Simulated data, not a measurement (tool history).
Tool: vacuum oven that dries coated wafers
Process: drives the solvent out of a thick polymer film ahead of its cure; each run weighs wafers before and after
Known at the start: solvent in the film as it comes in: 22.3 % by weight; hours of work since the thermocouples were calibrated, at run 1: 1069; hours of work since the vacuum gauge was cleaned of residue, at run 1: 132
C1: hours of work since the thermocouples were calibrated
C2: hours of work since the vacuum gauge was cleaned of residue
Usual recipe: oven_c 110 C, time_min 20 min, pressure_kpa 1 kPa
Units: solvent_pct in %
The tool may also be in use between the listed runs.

run 1 hour=0 | oven_c=110 time_min=20 pressure_kpa=1 | C1=1069 C2=132 | solvent_pct=1.33
run 2 hour=8.2 | oven_c=110 time_min=20 pressure_kpa=1 | C1=1074 C2=138 | solvent_pct=1.23
run 3 hour=19 | oven_c=111 time_min=20 pressure_kpa=1 | C1=1082 C2=145 | solvent_pct=1.07
run 4 hour=29.4 | oven_c=111 time_min=20 pressure_kpa=1 | C1=1088 C2=152 | solvent_pct=1.14
run 5 hour=43.4 | oven_c=102 time_min=20 pressure_kpa=1 | C1=1098 C2=161 | solvent_pct=2.72
run 6 hour=52.2 | oven_c=102 time_min=20 pressure_kpa=1 | C1=1104 C2=167 | solvent_pct=2.69
run 7 hour=70 | oven_c=102 time_min=20 pressure_kpa=1 | C1=1115 C2=179 | solvent_pct=2.69
run 8 hour=79.9 | oven_c=102 time_min=20 pressure_kpa=1 | C1=1122 C2=185 | solvent_pct=2.7
run 9 hour=94.5 | oven_c=102 time_min=20 pressure_kpa=3.33 | C1=1132 C2=195 | solvent_pct=3.88
run 10 hour=103.3 | oven_c=110 time_min=20 pressure_kpa=0.71 | C1=1137 C2=201 | solvent_pct=1.14
run 11 hour=113.1 | oven_c=121 time_min=20 pressure_kpa=1 | C1=1144 C2=207 | solvent_pct=0.46
run 12 hour=133 | oven_c=121 time_min=20 pressure_kpa=1 | C1=1157 C2=220 | solvent_pct=0.41
run 13 hour=152.5 | oven_c=121 time_min=30 pressure_kpa=1 | C1=1170 C2=233 | solvent_pct=0.29
run 14 hour=163.5 | oven_c=102 time_min=30 pressure_kpa=1 | C1=1177 C2=240 | solvent_pct=1.33
run 15 hour=182.4 | oven_c=102 time_min=30 pressure_kpa=1.61 | C1=1190 C2=253 | solvent_pct=1.6
run 16 hour=198.6 | oven_c=102 time_min=30 pressure_kpa=1.61 | C1=1201 C2=264 | solvent_pct=1.71
-- hour=201.5 vacuum gauge cleaned of residue and calibrated
run 17 hour=209.3 | oven_c=102 time_min=30 pressure_kpa=1.61 | C1=1207 C2=5 | solvent_pct=1.71
run 18 hour=224.2 | oven_c=102 time_min=30 pressure_kpa=1.61 | C1=1216 C2=15 | solvent_pct=1.74
-- hour=243.3 vacuum gauge cleaned of residue and calibrated, once more
run 19 hour=244.9 | oven_c=102 time_min=30 pressure_kpa=1.61 | C1=1229 C2=1 | solvent_pct=1.65
run 20 hour=253.1 | oven_c=102 time_min=30 pressure_kpa=1.61 | C1=1235 C2=6 | solvent_pct=1.63
run 21 hour=267.9 | oven_c=103 time_min=20 pressure_kpa=1 | C1=1244 C2=16 | solvent_pct=2.47
run 22 hour=276 | oven_c=122 time_min=15 pressure_kpa=0.61 | C1=1250 C2=22 | solvent_pct=0.48
run 23 hour=287.8 | oven_c=122 time_min=15 pressure_kpa=0.92 | C1=1258 C2=29 | solvent_pct=0.62
run 24 hour=301.8 | oven_c=122 time_min=17 pressure_kpa=1.17 | C1=1267 C2=39 | solvent_pct=0.54
run 25 hour=318.2 | oven_c=111 time_min=25 pressure_kpa=0.51 | C1=1278 C2=50 | solvent_pct=0.55
run 26 hour=335.9 | oven_c=111 time_min=25 pressure_kpa=0.51 | C1=1289 C2=61 | solvent_pct=0.54
run 27 hour=355 | oven_c=111 time_min=23 pressure_kpa=2.85 | C1=1302 C2=74 | solvent_pct=1.63
run 28 hour=374 | oven_c=110 time_min=20 pressure_kpa=1 | C1=1315 C2=87 | solvent_pct=1.3
run 29 hour=390.3 | oven_c=110 time_min=20 pressure_kpa=1 | C1=1325 C2=97 | solvent_pct=1.22
run 30 hour=405 | oven_c=110 time_min=12 pressure_kpa=0.59 | C1=1335 C2=107 | solvent_pct=3.07
run 31 hour=418.9 | oven_c=110 time_min=12 pressure_kpa=0.59 | C1=1344 C2=116 | solvent_pct=3.04
run 32 hour=433.4 | oven_c=110 time_min=12 pressure_kpa=0.59 | C1=1354 C2=126 | solvent_pct=3.08
run 33 hour=446.4 | oven_c=110 time_min=12 pressure_kpa=0.59 | C1=1363 C2=134 | solvent_pct=3.03
run 34 hour=464.7 | oven_c=110 time_min=36 pressure_kpa=0.88 | C1=1375 C2=147 | solvent_pct=0.43
run 35 hour=477.8 | oven_c=110 time_min=36 pressure_kpa=0.88 | C1=1383 C2=155 | solvent_pct=0.46
run 36 hour=495.1 | oven_c=110 time_min=36 pressure_kpa=0.88 | C1=1395 C2=167 | solvent_pct=0.43
run 37 hour=514.3 | oven_c=115 time_min=20 pressure_kpa=0.94 | C1=1408 C2=179 | solvent_pct=0.73
run 38 hour=525.6 | oven_c=112 time_min=20 pressure_kpa=0.72 | C1=1415 C2=187 | solvent_pct=0.91
run 39 hour=543 | oven_c=112 time_min=17 pressure_kpa=1.66 | C1=1427 C2=198 | solvent_pct=1.7
run 40 hour=554.1 | oven_c=120 time_min=23 pressure_kpa=3.38 | C1=1434 C2=206 | solvent_pct=1.16

Some steps in solvent_pct, run to run, broken into two amounts with sign: the step expected even without the hidden condition (settings, incoming material, random variation), and the rest, left for the hidden condition together with whatever gauge scatter is not in both the measured and the hidden-condition-free result:
The tool's hidden condition here consists of: true wafer temperature over the reading, C; true pressure over the reading, kPa; drift of the gauge itself on solvent_pct, %.
Run 9 -> 10: oven_c 102 -> 110, pressure_kpa 3.33 -> 0.71. solvent_pct -2.74 %: hidden state -0.06, all else -2.68.
Run 13 -> 14: oven_c 121 -> 102. solvent_pct +1.04 %: hidden state +0.07, all else +0.97.
Run 21 -> 22: oven_c 103 -> 122, time_min 20 -> 15, pressure_kpa 1 -> 0.61. solvent_pct -1.99 %: hidden state -0.08, all else -1.91.
Run 33 -> 34: time_min 12 -> 36, pressure_kpa 0.59 -> 0.88. solvent_pct -2.6 %: hidden state -0.11, all else -2.49.

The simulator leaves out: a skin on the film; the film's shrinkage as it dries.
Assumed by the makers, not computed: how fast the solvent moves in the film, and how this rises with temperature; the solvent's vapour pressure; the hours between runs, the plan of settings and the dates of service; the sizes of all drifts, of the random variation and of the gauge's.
